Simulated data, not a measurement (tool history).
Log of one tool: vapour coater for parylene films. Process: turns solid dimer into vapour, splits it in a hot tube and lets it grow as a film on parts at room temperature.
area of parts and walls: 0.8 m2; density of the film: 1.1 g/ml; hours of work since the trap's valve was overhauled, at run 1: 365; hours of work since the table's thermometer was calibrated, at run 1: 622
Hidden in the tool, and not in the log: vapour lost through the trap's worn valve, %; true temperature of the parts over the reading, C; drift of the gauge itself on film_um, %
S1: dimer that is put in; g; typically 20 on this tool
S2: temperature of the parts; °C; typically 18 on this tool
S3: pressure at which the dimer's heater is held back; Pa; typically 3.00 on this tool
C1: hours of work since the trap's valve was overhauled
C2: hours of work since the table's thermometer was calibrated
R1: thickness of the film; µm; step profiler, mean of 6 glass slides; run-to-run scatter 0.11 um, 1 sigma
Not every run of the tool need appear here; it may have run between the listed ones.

run 1 day=0.000 | S1=20 S2=18 S3=3.00 | C1=365 C2=622 | R1=11.20
run 2 day=1.358 | S1=20 S2=18 S3=3.00 | C1=390 C2=648 | R1=11.13
run 3 day=3.400 | S1=20 S2=18 S3=3.00 | C1=429 C2=686 | R1=10.72
-- day=4.283 trap's valve overhauled
run 4 day=4.712 | S1=20 S2=18 S3=3.00 | C1=8 C2=707 | R1=9.95
run 5 day=5.954 | S1=20 S2=18 S3=7.19 | C1=31 C2=731 | R1=9.23
run 6 day=7.100 | S1=20 S2=20 S3=3.00 | C1=53 C2=752 | R1=9.16
run 7 day=9.225 | S1=20 S2=26 S3=3.00 | C1=93 C2=792 | R1=7.18
run 8 day=10.379 | S1=20 S2=12 S3=3.00 | C1=114 C2=813 | R1=12.10
-- day=10.892 trap's valve overhauled, once more
run 9 day=11.625 | S1=20 S2=12 S3=3.00 | C1=14 C2=834 | R1=15.58
run 10 day=13.471 | S1=16 S2=23 S3=2.35 | C1=48 C2=868 | R1=8.33
run 11 day=15.596 | S1=16 S2=22 S3=2.07 | C1=88 C2=908 | R1=8.57
run 12 day=16.942 | S1=16 S2=14 S3=5.22 | C1=113 C2=933 | R1=10.79
run 13 day=19.038 | S1=11 S2=12 S3=9.54 | C1=153 C2=972 | R1=7.35
run 14 day=20.733 | S1=11 S2=12 S3=9.54 | C1=184 C2=1004 | R1=7.35
run 15 day=22.017 | S1=20 S2=15 S3=4.87 | C1=208 C2=1028 | R1=12.56
run 16 day=23.479 | S1=17 S2=24 S3=4.87 | C1=236 C2=1056 | R1=7.43
run 17 day=25.096 | S1=24 S2=11 S3=4.87 | C1=266 C2=1086 | R1=17.16
-- day=26.708 table's thermometer calibrated
run 18 day=27.475 | S1=25 S2=14 S3=2.29 | C1=310 C2=14 | R1=17.99

Forecast each of these 5 alternatives for the next run:
run A day=29.229 | S1=20 S2=12 S3=3.00 | C1=343 C2=47 | R1=?
run B day=29.229 | S1=34 S2=11 S3=4.69 | C1=343 C2=47 | R1=?
run C day=29.229 | S1=20 S2=19 S3=5.68 | C1=343 C2=47 | R1=?
run D day=29.229 | S1=24 S2=28 S3=3.45 | C1=343 C2=47 | R1=?
run E day=29.229 | S1=23 S2=13 S3=3.92 | C1=343 C2=47 | R1=?

run=A R1=15.01
run=B R1=25.21
run=C R1=10.58
run=D R1=9.77
run=E R1=16.07
Stripped of hidden state, with their random variation kept, the same runs would have yielded:
run=A R1=16.60
run=B R1=27.89
run=C R1=11.70
run=D R1=10.81
run=E R1=17.78
